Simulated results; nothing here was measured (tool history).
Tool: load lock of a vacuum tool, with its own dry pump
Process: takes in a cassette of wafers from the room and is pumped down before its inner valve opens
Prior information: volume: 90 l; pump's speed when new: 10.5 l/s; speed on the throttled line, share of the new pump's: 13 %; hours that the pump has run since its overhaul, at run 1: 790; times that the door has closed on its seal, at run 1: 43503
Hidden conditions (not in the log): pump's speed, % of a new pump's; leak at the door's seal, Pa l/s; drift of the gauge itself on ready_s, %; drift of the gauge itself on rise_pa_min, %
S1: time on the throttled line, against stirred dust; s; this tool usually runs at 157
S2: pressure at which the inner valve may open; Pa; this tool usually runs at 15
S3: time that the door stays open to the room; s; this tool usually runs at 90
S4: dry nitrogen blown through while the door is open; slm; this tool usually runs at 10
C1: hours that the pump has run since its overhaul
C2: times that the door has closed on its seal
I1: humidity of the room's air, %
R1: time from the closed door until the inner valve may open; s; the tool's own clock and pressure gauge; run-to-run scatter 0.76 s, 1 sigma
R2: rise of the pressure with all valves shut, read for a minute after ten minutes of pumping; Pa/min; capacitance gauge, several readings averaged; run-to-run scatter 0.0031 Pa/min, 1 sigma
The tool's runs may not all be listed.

run 1 day=0.000 | S1=157 S2=15 S3=90 S4=10 | C1=790 C2=43503 | I1=45.2 | R1=214.0 R2=0.233
run 2 day=9.458 | S1=157 S2=15 S3=90 S4=10 | C1=1017 C2=44330 | I1=44.7 | R1=213.4 R2=0.237
run 3 day=20.879 | S1=157 S2=19 S3=90 S4=10 | C1=1291 C2=45328 | I1=46.4 | R1=212.1 R2=0.257
run 4 day=36.283 | S1=157 S2=19 S3=90 S4=10 | C1=1660 C2=46675 | I1=45.2 | R1=210.2 R2=0.267
run 5 day=53.046 | S1=157 S2=19 S3=90 S4=10 | C1=2063 C2=48141 | I1=46.3 | R1=212.8 R2=0.271
run 6 day=68.062 | S1=157 S2=19 S3=90 S4=10 | C1=2423 C2=49453 | I1=45.5 | R1=212.9 R2=0.287
run 7 day=81.188 | S1=157 S2=15 S3=90 S4=7 | C1=2738 C2=50601 | I1=41.8 | R1=213.6 R2=0.284
run 8 day=95.538 | S1=157 S2=15 S3=90 S4=7 | C1=3083 C2=51855 | I1=46.6 | R1=215.4 R2=0.313
run 9 day=107.988 | S1=188 S2=15 S3=90 S4=10 | C1=3381 C2=52943 | I1=44.1 | R1=241.5 R2=0.307
run 10 day=126.825 | S1=188 S2=15 S3=90 S4=10 | C1=3833 C2=54590 | I1=45.7 | R1=241.5 R2=0.321
run 11 day=135.900 | S1=188 S2=15 S3=90 S4=10 | C1=4051 C2=55384 | I1=44.6 | R1=241.2 R2=0.324
run 12 day=144.800 | S1=188 S2=15 S3=90 S4=10 | C1=4265 C2=56162 | I1=47.4 | R1=241.3 R2=0.343
run 13 day=163.783 | S1=188 S2=15 S3=90 S4=10 | C1=4720 C2=57821 | I1=48.2 | R1=242.2 R2=0.361
run 14 day=179.512 | S1=157 S2=15 S3=90 S4=10 | C1=5098 C2=59196 | I1=46.5 | R1=217.7 R2=0.359
run 15 day=189.675 | S1=157 S2=15 S3=90 S4=10 | C1=5342 C2=60085 | I1=45.3 | R1=216.8 R2=0.365
run 16 day=201.217 | S1=157 S2=15 S3=90 S4=25 | C1=5619 C2=61094 | I1=48.0 | R1=216.2 R2=0.368
run 17 day=219.112 | S1=209 S2=15 S3=68 S4=6 | C1=6048 C2=62659 | I1=44.6 | R1=262.3 R2=0.385
run 18 day=232.996 | S1=174 S2=11 S3=90 S4=8 | C1=6382 C2=63872 | I1=40.1 | R1=235.2 R2=0.394
run 19 day=245.021 | S1=215 S2=11 S3=90 S4=17 | C1=6670 C2=64923 | I1=46.8 | R1=271.5 R2=0.412
run 20 day=259.479 | S1=215 S2=11 S3=90 S4=17 | C1=7017 C2=66188 | I1=43.8 | R1=270.5 R2=0.418
run 21 day=277.450 | S1=215 S2=11 S3=90 S4=17 | C1=7448 C2=67759 | I1=44.8 | R1=270.8 R2=0.437
run 22 day=289.358 | S1=82 S2=15 S3=90 S4=4 | C1=7734 C2=68799 | I1=45.8 | R1=155.6 R2=0.466
run 23 day=302.692 | S1=82 S2=15 S3=90 S4=4 | C1=8054 C2=69965 | I1=44.4 | R1=156.2 R2=0.478
run 24 day=314.233 | S1=82 S2=15 S3=90 S4=4 | C1=8331 C2=70974 | I1=43.5 | R1=155.7 R2=0.481
run 25 day=332.988 | S1=88 S2=29 S3=90 S4=4 | C1=8781 C2=72614 | I1=46.0 | R1=155.4 R2=0.503
run 26 day=341.167 | S1=88 S2=29 S3=90 S4=4 | C1=8978 C2=73329 | I1=44.1 | R1=154.7 R2=0.496
-- day=355.088 door's seal changed, seat wiped
run 27 day=355.388 | S1=88 S2=29 S3=90 S4=4 | C1=9317 C2=27 | I1=44.8 | R1=154.7 R2=0.068
run 28 day=372.054 | S1=88 S2=29 S3=90 S4=4 | C1=9717 C2=1484 | I1=42.4 | R1=155.2 R2=0.065
-- day=377.108 dry pump taken out, an overhauled one fitted
run 29 day=386.404 | S1=177 S2=29 S3=90 S4=4 | C1=223 C2=2716 | I1=44.0 | R1=223.5 R2=0.072
run 30 day=401.333 | S1=279 S2=15 S3=152 S4=10 | C1=581 C2=4021 | I1=44.1 | R1=318.2 R2=0.093
run 31 day=414.167 | S1=279 S2=15 S3=152 S4=10 | C1=889 C2=5143 | I1=40.0 | R1=317.2 R2=0.088
run 32 day=426.642 | S1=279 S2=13 S3=166 S4=10 | C1=1189 C2=6234 | I1=43.6 | R1=320.2 R2=0.100

Measured minus without-hidden-state, run by run (identical run-to-run variation in each term; gauge scatter may differ):
run=1 R1=+1.2 R2=+0.179
run=2 R1=+1.4 R2=+0.185
run=3 R1=+1.6 R2=+0.194
run=4 R1=+1.8 R2=+0.206
run=5 R1=+2.1 R2=+0.212
run=6 R1=+2.5 R2=+0.226
run=7 R1=+2.8 R2=+0.230
run=8 R1=+3.0 R2=+0.245
run=9 R1=+3.0 R2=+0.248
run=10 R1=+3.4 R2=+0.264
run=11 R1=+3.6 R2=+0.268
run=12 R1=+3.7 R2=+0.280
run=13 R1=+4.1 R2=+0.298
run=14 R1=+5.0 R2=+0.302
run=15 R1=+5.3 R2=+0.314
run=16 R1=+5.5 R2=+0.324
run=17 R1=+5.0 R2=+0.334
run=18 R1=+6.2 R2=+0.344
run=19 R1=+5.9 R2=+0.361
run=20 R1=+6.2 R2=+0.372
run=21 R1=+6.5 R2=+0.395
run=22 R1=+8.7 R2=+0.397
run=23 R1=+9.0 R2=+0.412
run=24 R1=+9.4 R2=+0.416
run=25 R1=+8.9 R2=+0.437
run=26 R1=+9.2 R2=+0.432
run=27 R1=+9.4 R2=+0.001
run=28 R1=+9.9 R2=+0.003
run=29 R1=+0.0 R2=+0.006
run=30 R1=+0.2 R2=+0.008
run=31 R1=+0.3 R2=+0.011
run=32 R1=+0.5 R2=+0.014
